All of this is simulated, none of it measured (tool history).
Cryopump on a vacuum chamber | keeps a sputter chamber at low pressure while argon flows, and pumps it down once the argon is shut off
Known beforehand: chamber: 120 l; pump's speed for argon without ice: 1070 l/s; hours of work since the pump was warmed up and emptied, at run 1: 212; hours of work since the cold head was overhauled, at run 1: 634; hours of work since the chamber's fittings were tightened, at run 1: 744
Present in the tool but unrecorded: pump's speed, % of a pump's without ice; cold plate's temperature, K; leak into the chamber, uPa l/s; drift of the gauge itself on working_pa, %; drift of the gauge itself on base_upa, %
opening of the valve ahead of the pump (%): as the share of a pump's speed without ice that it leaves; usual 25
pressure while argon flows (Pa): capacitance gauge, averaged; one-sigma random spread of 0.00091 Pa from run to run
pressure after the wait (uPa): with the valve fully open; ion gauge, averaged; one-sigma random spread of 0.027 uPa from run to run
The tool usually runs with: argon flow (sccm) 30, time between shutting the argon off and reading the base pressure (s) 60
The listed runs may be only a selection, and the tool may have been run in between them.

run,day,argon flow (sccm),time between shutting the argon off and reading the base pressure (s),opening of the valve ahead of the pump (%),hours of work since the pump was warmed up and emptied,hours of work since the cold head was overhauled,hours of work since the chamber's fittings were tightened,pressure while argon flows (Pa),pressure after the wait (uPa)
1,0,30,60,25,212,634,744,0.1954,1.94
2,4.588,30,60,25,266,687,798,0.1955,1.9
3,9.488,30,60,25,323,745,855,0.1984,2.01
4,13.508,30,60,25,370,792,902,0.2013,2.03
# day 16.746: pump warmed up, emptied and cooled again
5,17.067,30,60,25,4,831,941,0.1907,1.88
6,21.183,30,60,25,52,879,990,0.1895,1.97
7,23.633,38,60,25,81,908,1018,0.2427,1.96
8,27.621,19,60,52,127,955,1065,0.0598,2.09
9,29.954,27,87,25,155,982,1092,0.175,1.8
10,35.354,27,87,25,218,1045,1156,0.1747,1.81
11,39.846,12,27,58,270,1098,1208,0.0349,3.4
12,43.45,32,60,27,313,1140,1250,0.1952,2.37
13,45.717,23,125,46,339,1167,1277,0.0874,1.81
14,50.654,23,125,46,397,1224,1335,0.0873,1.96

Alternative continuations, all from the tool just after run 14; predict every row:
# day 51.721: pump warmed up, emptied and cooled again
A,53.992,30,60,52,27,1261,1371,?,?
# day 51.721: pump warmed up, emptied and cooled again
B,53.992,24,187,22,27,1261,1371,?,?
# day 51.721: pump warmed up, emptied and cooled again
C,53.992,43,114,53,27,1261,1371,?,?
# day 51.721: pump warmed up, emptied and cooled again
D,53.992,43,125,46,27,1261,1371,?,?
# day 51.721: pump warmed up, emptied and cooled again
E,53.992,33,142,16,27,1261,1371,?,?

run,pressure while argon flows (Pa),pressure after the wait (uPa)
A,0.0924,2.15
B,0.1732,1.56
C,0.1295,1.8
D,0.1494,1.69
E,0.329,1.64
Take away the tool's hidden state, keep each run's random variation, and the runs would have read:
run,pressure while argon flows (Pa),pressure after the wait (uPa)
A,0.0912,1.2
B,0.1722,0.58
C,0.1277,0.83
D,0.1476,0.73
E,0.3277,0.67
